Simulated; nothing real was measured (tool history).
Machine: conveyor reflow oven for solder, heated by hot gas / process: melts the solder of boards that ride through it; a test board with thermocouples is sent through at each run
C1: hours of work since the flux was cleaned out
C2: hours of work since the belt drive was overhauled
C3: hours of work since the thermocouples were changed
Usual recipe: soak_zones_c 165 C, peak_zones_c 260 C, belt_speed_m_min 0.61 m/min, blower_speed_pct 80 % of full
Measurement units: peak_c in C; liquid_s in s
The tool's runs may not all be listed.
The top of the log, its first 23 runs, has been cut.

{"run": 24, "day": 15.696, "soak_zones_c": 165, "peak_zones_c": 260, "belt_speed_m_min": 0.727, "blower_speed_pct": 56, "C1": 109, "C2": 336, "C3": 511, "peak_c": 237.9, "liquid_s": 29.52}
{"run": 25, "day": 16.196, "soak_zones_c": 165, "peak_zones_c": 260, "belt_speed_m_min": 0.56, "blower_speed_pct": 61, "C1": 117, "C2": 345, "C3": 519, "peak_c": 247.96, "liquid_s": 51.61}
{"run": 26, "day": 16.788, "soak_zones_c": 165, "peak_zones_c": 267, "belt_speed_m_min": 0.52, "blower_speed_pct": 80, "C1": 126, "C2": 354, "C3": 529, "peak_c": 260.14, "liquid_s": 65.79}
{"run": 27, "day": 17.554, "soak_zones_c": 165, "peak_zones_c": 267, "belt_speed_m_min": 0.52, "blower_speed_pct": 80, "C1": 138, "C2": 366, "C3": 541, "peak_c": 260.04, "liquid_s": 66.08}
{"run": 28, "day": 18.004, "soak_zones_c": 165, "peak_zones_c": 267, "belt_speed_m_min": 0.52, "blower_speed_pct": 80, "C1": 146, "C2": 373, "C3": 548, "peak_c": 260.16, "liquid_s": 66.01}
{"run": 29, "day": 18.846, "soak_zones_c": 171, "peak_zones_c": 249, "belt_speed_m_min": 0.677, "blower_speed_pct": 62, "C1": 159, "C2": 387, "C3": 562, "peak_c": 234.17, "liquid_s": 31.22}
{"run": 30, "day": 19.279, "soak_zones_c": 164, "peak_zones_c": 265, "belt_speed_m_min": 0.575, "blower_speed_pct": 72, "C1": 166, "C2": 394, "C3": 569, "peak_c": 254.46, "liquid_s": 54.9}
{"run": 31, "day": 20.129, "soak_zones_c": 165, "peak_zones_c": 260, "belt_speed_m_min": 0.61, "blower_speed_pct": 69, "C1": 180, "C2": 408, "C3": 582, "peak_c": 247.71, "liquid_s": 47.1}

3 options for the next run, each taken on its own from the tool as it stands now. Forecast them:
{"run": "A", "day": 20.858, "soak_zones_c": 176, "peak_zones_c": 260, "belt_speed_m_min": 0.61, "blower_speed_pct": 69, "C1": 191, "C2": 419, "C3": 594, "peak_c": "?", "liquid_s": "?"}
{"run": "B", "day": 20.858, "soak_zones_c": 172, "peak_zones_c": 260, "belt_speed_m_min": 0.61, "blower_speed_pct": 80, "C1": 191, "C2": 419, "C3": 594, "peak_c": "?", "liquid_s": "?"}
{"run": "C", "day": 20.858, "soak_zones_c": 165, "peak_zones_c": 258, "belt_speed_m_min": 0.655, "blower_speed_pct": 78, "C1": 191, "C2": 419, "C3": 594, "peak_c": "?", "liquid_s": "?"}

run=A peak_c=249.21 liquid_s=51.62
run=B peak_c=250.7 liquid_s=52.14
run=C peak_c=245.95 liquid_s=42.71
Without the tool's hidden state the same runs would have given:
run=A peak_c=249.21 liquid_s=51.62
run=B peak_c=250.7 liquid_s=52.15
run=C peak_c=245.96 liquid_s=42.72
